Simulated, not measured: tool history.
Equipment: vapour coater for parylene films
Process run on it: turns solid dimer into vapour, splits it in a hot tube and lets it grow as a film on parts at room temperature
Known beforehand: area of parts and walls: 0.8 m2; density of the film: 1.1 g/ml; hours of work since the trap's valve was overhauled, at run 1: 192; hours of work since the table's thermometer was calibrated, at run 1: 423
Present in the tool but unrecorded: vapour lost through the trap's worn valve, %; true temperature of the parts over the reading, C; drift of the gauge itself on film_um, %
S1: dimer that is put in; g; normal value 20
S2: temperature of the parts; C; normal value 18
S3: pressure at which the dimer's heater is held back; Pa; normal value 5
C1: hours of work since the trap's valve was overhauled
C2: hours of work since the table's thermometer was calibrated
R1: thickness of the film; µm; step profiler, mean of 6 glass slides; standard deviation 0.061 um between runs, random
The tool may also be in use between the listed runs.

| run | day | S1 | S2 | S3 | C1 | C2 | R1 |
|---|---|---|---|---|---|---|---|
| 1 | 0 | 20 | 18 | 5 | 192 | 423 | 11.17 |
| 2 | 1.504 | 20 | 18 | 5 | 206 | 437 | 11.29 |
| 3 | 2.712 | 20 | 18 | 5 | 218 | 449 | 11.22 |
| 4 | 3.871 | 20 | 18 | 5 | 229 | 460 | 11.21 |
| 5 | 5.05 | 20 | 18 | 5 | 240 | 471 | 11.13 |
| 6 | 6.633 | 20 | 18 | 6.52 | 256 | 487 | 10.69 |
| 7 | 7.638 | 20 | 18 | 6.52 | 265 | 496 | 10.66 |
|  | 7.95 | trap's valve overhauled |
| 8 | 8.675 | 20 | 18 | 5 | 7 | 505 | 11.89 |
| 9 | 9.996 | 20 | 18 | 5 | 20 | 517 | 11.82 |
| 10 | 10.675 | 20 | 18 | 5 | 26 | 524 | 11.79 |
| 11 | 11.708 | 20 | 18 | 5 | 36 | 534 | 11.83 |
| 12 | 12.425 | 20 | 18 | 5 | 43 | 541 | 11.8 |
| 13 | 13.929 | 20 | 18 | 5 | 58 | 555 | 11.72 |
| 14 | 15.479 | 20 | 18 | 5 | 72 | 570 | 11.78 |
| 15 | 16.979 | 20 | 18 | 5 | 87 | 585 | 11.72 |
| 16 | 18.046 | 20 | 29 | 8.4 | 97 | 595 | 8.33 |
| 17 | 19.017 | 20 | 29 | 8.4 | 106 | 604 | 8.4 |
| 18 | 20.312 | 20 | 29 | 8.4 | 119 | 617 | 8.26 |
| 19 | 21.771 | 15 | 26 | 8.51 | 133 | 631 | 6.59 |
| 20 | 23.233 | 8 | 14 | 8.19 | 147 | 645 | 4.71 |
| 21 | 24.679 | 8 | 14 | 8.19 | 161 | 659 | 4.64 |
| 22 | 25.65 | 8 | 14 | 8.19 | 170 | 668 | 4.61 |
| 23 | 26.862 | 8 | 14 | 8.19 | 182 | 680 | 4.63 |

Some steps in R1 between neighbouring runs. How much of each would the tool show without its hidden state too (settings, what came in, random variation), and how much is left for the hidden state, with any gauge scatter that isn't in both results?
Run 1 -> 2: no setting changed, nothing entered. R1 +0.12 µm: hidden state -0.05, all else +0.17.
Run 7 -> 8: S3 6.52 -> 5, trap's valve overhauled. R1 +1.23 µm: hidden state +0.85, all else +0.38.
Run 15 -> 16: S2 18 -> 29, S3 5 -> 8.4. R1 -3.39 µm: hidden state +0.04, all else -3.43.
Run 19 -> 20: S1 15 -> 8, S2 26 -> 14, S3 8.51 -> 8.19. R1 -1.88 µm: hidden state +0.05, all else -1.93.
